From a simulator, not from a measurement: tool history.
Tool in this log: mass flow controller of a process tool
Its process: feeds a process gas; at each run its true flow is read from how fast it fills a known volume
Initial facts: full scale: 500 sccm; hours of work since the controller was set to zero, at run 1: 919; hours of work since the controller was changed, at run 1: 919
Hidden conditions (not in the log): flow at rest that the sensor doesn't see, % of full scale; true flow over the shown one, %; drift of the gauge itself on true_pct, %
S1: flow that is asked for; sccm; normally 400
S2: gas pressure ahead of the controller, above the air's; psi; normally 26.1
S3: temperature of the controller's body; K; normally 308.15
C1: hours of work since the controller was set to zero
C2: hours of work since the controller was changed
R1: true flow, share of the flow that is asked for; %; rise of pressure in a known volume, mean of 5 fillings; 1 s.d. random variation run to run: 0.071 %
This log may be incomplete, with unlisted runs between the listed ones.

{"run": 1, "hour": 0.0, "S1": 400, "S2": 26.1, "S3": 308.15, "C1": 919, "C2": 919, "R1": 100.15}
{"run": 2, "hour": 258.8, "S1": 400, "S2": 26.1, "S3": 308.15, "C1": 1018, "C2": 1018, "R1": 100.3}
{"run": 3, "hour": 473.3, "S1": 400, "S2": 26.1, "S3": 308.15, "C1": 1101, "C2": 1101, "R1": 100.4}
{"run": 4, "hour": 645.9, "S1": 386, "S2": 26.1, "S3": 308.15, "C1": 1167, "C2": 1167, "R1": 100.35}
{"run": 5, "hour": 814.4, "S1": 400, "S2": 35.4, "S3": 308.15, "C1": 1232, "C2": 1232, "R1": 100.81}
{"run": 6, "hour": 925.6, "S1": 400, "S2": 26.1, "S3": 297.15, "C1": 1275, "C2": 1275, "R1": 99.59}
{"run": 7, "hour": 1038.7, "S1": 400, "S2": 38.7, "S3": 297.15, "C1": 1319, "C2": 1319, "R1": 99.84}
{"run": 8, "hour": 1229.1, "S1": 400, "S2": 38.7, "S3": 297.15, "C1": 1392, "C2": 1392, "R1": 99.98}
{"run": 9, "hour": 1371.6, "S1": 400, "S2": 38.7, "S3": 297.15, "C1": 1447, "C2": 1447, "R1": 99.94}
{"run": 10, "hour": 1600.6, "S1": 400, "S2": 26.1, "S3": 308.15, "C1": 1535, "C2": 1535, "R1": 100.86}
{"run": 11, "hour": 1747.1, "S1": 400, "S2": 26.1, "S3": 308.15, "C1": 1591, "C2": 1591, "R1": 100.93}
{"run": 12, "hour": 1862.9, "S1": 284, "S2": 26.1, "S3": 308.15, "C1": 1636, "C2": 1636, "R1": 100.16}
{"run": 13, "hour": 1973.8, "S1": 284, "S2": 26.1, "S3": 308.15, "C1": 1679, "C2": 1679, "R1": 100.22}
{"run": 14, "hour": 2190.0, "S1": 400, "S2": 29, "S3": 313.15, "C1": 1762, "C2": 1762, "R1": 101.61}
{"run": 15, "hour": 2369.5, "S1": 400, "S2": 29, "S3": 313.15, "C1": 1831, "C2": 1831, "R1": 101.72}
{"run": 16, "hour": 2550.9, "S1": 400, "S2": 29, "S3": 313.15, "C1": 1901, "C2": 1901, "R1": 101.77}
{"run": 17, "hour": 2721.7, "S1": 332, "S2": 28.4, "S3": 295.15, "C1": 1967, "C2": 1967, "R1": 99.42}
{"run": 18, "hour": 2877.1, "S1": 400, "S2": 26.1, "S3": 301.15, "C1": 2026, "C2": 2026, "R1": 100.76}
{"run": 19, "hour": 3047.8, "S1": 58, "S2": 29.7, "S3": 308.15, "C1": 2092, "C2": 2092, "R1": 99.05}
{"run": 20, "hour": 3228.7, "S1": 196, "S2": 26.1, "S3": 308.15, "C1": 2162, "C2": 2162, "R1": 100.15}
{"run": 21, "hour": 3382.0, "S1": 196, "S2": 26.1, "S3": 308.15, "C1": 2221, "C2": 2221, "R1": 100.16}
{"run": 22, "hour": 3489.8, "S1": 196, "S2": 25.4, "S3": 308.15, "C1": 2262, "C2": 2262, "R1": 100.11}
{"run": 23, "hour": 3715.9, "S1": 120, "S2": 26.1, "S3": 297.15, "C1": 2349, "C2": 2349, "R1": 98.63}
{"run": 24, "hour": 3892.4, "S1": 68, "S2": 40.2, "S3": 308.15, "C1": 2417, "C2": 2417, "R1": 99.68}
{"run": 25, "hour": 4036.7, "S1": 68, "S2": 40.2, "S3": 308.15, "C1": 2473, "C2": 2473, "R1": 99.79}
{"run": 26, "hour": 4170.5, "S1": 400, "S2": 27.7, "S3": 308.15, "C1": 2524, "C2": 2524, "R1": 101.77}

Branching from run 26: 4 alternative next runs. What would each branch give?
{"run": "A", "hour": 4433.8, "S1": 400, "S2": 32.1, "S3": 300.15, "C1": 2626, "C2": 2626, "R1": "?"}
{"run": "B", "hour": 4433.8, "S1": 400, "S2": 40, "S3": 308.15, "C1": 2626, "C2": 2626, "R1": "?"}
{"run": "C", "hour": 4433.8, "S1": 153, "S2": 23.1, "S3": 308.15, "C1": 2626, "C2": 2626, "R1": "?"}
{"run": "D", "hour": 4433.8, "S1": 312, "S2": 27.7, "S3": 294.15, "C1": 2626, "C2": 2626, "R1": "?"}

run=A R1=101.27
run=B R1=102.2
run=C R1=100.18
run=D R1=99.88
The same runs, with their run-to-run variation unchanged, on a tool lacking any hidden condition would have given:
run=A R1=99.59
run=B R1=100.51
run=C R1=98.52
run=D R1=98.22
